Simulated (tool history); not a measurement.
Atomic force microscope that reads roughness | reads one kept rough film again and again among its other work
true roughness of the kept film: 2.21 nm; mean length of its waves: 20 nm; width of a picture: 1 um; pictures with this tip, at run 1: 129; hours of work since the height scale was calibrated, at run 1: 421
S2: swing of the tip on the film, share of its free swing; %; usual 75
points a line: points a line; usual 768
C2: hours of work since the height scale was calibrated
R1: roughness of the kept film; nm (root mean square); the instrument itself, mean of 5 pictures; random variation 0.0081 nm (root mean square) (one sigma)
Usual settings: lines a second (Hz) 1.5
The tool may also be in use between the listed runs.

Run 1, day 0: usual settings; pictures with this tip 129; C2 421. Result: R1 1.386 nm (root mean square).
Run 2, day 0.604: usual settings; pictures with this tip 145; C2 430. Result: R1 1.35 nm (root mean square).
Run 3, day 1.117: usual settings; pictures with this tip 160; C2 439. Result: R1 1.318 nm (root mean square).
Run 4, day 1.912: usual settings; pictures with this tip 182; C2 452. Result: R1 1.28 nm (root mean square).
Run 5, day 2.321: usual settings but S2 83 %; pictures with this tip 193; C2 458. Result: R1 1.205 nm (root mean square).
Run 6, day 2.95: usual settings but S2 83 %; pictures with this tip 210; C2 469. Result: R1 1.166 nm (root mean square).
At day 3.517: new tip fitted.
Run 7, day 3.708: usual settings but S2 83 %; pictures with this tip 6; C2 481. Result: R1 1.667 nm (root mean square).
Run 8, day 4.225: usual settings but S2 83 %; pictures with this tip 20; C2 489. Result: R1 1.616 nm (root mean square).
Run 9, day 4.908: usual settings but lines a second (Hz) 0.64, S2 83 %; pictures with this tip 39; C2 500. Result: R1 1.68 nm (root mean square).
Run 10, day 5.629: usual settings but lines a second (Hz) 0.64, S2 83 %; pictures with this tip 59; C2 512. Result: R1 1.601 nm (root mean square).
Run 11, day 6.029: usual settings but lines a second (Hz) 0.64, S2 83 %; pictures with this tip 70; C2 518. Result: R1 1.583 nm (root mean square).
At day 6.108: height scale calibrated on a step standard.
Run 12, day 6.621: usual settings but lines a second (Hz) 0.64, S2 83 %; pictures with this tip 85; C2 8. Result: R1 1.531 nm (root mean square).
Run 13, day 7.388: usual settings but lines a second (Hz) 2.44, points a line 271; pictures with this tip 106; C2 21. Result: R1 1.315 nm (root mean square).
Run 14, day 7.762: usual settings but lines a second (Hz) 0.51, S2 70 %, points a line 412; pictures with this tip 116; C2 27. Result: R1 1.483 nm (root mean square).

Forecast run 15:
Run 15, day 8.112: usual settings but lines a second (Hz) 0.51, S2 70 %, points a line 412; pictures with this tip 126; C2 33. Result: R1 ?.

{"run 15": {"R1": 1.464}}
Without the tool's hidden state the same run would have given R1 1.857 nm (root mean square).
